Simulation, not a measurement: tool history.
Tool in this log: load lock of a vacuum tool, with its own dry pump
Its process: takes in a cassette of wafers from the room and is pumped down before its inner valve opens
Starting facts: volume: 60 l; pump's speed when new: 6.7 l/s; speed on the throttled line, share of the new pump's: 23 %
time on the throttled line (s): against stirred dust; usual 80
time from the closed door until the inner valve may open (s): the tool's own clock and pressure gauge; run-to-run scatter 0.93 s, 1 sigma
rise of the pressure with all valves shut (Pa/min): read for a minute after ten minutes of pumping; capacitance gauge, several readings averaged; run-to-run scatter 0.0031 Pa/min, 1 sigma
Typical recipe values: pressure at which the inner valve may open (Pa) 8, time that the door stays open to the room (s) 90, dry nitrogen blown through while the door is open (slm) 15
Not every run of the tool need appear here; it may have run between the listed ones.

run      day  time on the throttled line (s)  pressure at which the inner valve may open (Pa)  time that the door stays open to the room (s)  dry nitrogen blown through while the door is open (slm)  incoming humidity of the room's air, %  time from the closed door until the inner valve may open (s)  rise of the pressure with all valves shut (Pa/min)
  1    0.000                              80                                                8                                             90                                                       15                                    42.3                                                         156.7                                               0.588
  2   19.421                              80                                                8                                             90                                                       15                                    46.3                                                         157.6                                               0.623
  3   34.254                              80                                                8                                             90                                                       15                                    44.0                                                         156.5                                               0.633
  4   56.612                              80                                                8                                             90                                                       15                                    45.1                                                         156.0                                               0.665
      69.158  -- door's seal changed, seat wiped
  5   73.821                              80                                                8                                             90                                                       15                                    43.7                                                         158.2                                               0.063
  6   93.896                              80                                                8                                             90                                                       15                                    45.2                                                         156.8                                               0.069
  7  117.854                              80                                                8                                             90                                                       15                                    41.5                                                         156.5                                               0.072
  8  134.988                              80                                                9                                             90                                                       15                                    42.0                                                         158.4                                               0.073
  9  160.329                              80                                                9                                             90                                                       15                                    42.4                                                         158.7                                               0.088
 10  177.729                              80                                                9                                             90                                                       15                                    43.6                                                         158.9                                               0.096
 11  189.562                              80                                                8                                             90                                                       21                                    45.6                                                         161.7                                               0.099
 12  208.458                              80                                               15                                             90                                                       10                                    44.6                                                         153.8                                               0.120
 13  225.000                             159                                               13                                            138                                                       11                                    40.9                                                         211.1                                               0.133
 14  250.575                              51                                               13                                            138                                                       11                                    47.1                                                         135.2                                               0.164
 15  262.396                              51                                               13                                            138                                                       11                                    45.1                                                         136.2                                               0.166
 16  277.504                              51                                               13                                            138                                                       11                                    42.5                                                         136.4                                               0.163
 17  296.892                              80                                                9                                             99                                                       28                                    41.1                                                         160.4                                               0.153
 18  320.233                             128                                                9                                             35                                                       17                                    46.8                                                         195.3                                               0.149
 19  335.625                              80                                               12                                             90                                                       39                                    42.2                                                         159.5                                               0.172

Forecast run 20:
 20  351.396                              74                                               12                                            121                                                       39                                    46.5                                                             ?                                                   ?

Run 20 produced time from the closed door until the inner valve may open (s) 156.8, rise of the pressure with all valves shut (Pa/min) 0.186.
Minus the tool's unlogged condition, the same run would have read time from the closed door until the inner valve may open (s) 139.5, rise of the pressure with all valves shut (Pa/min) 0.050.
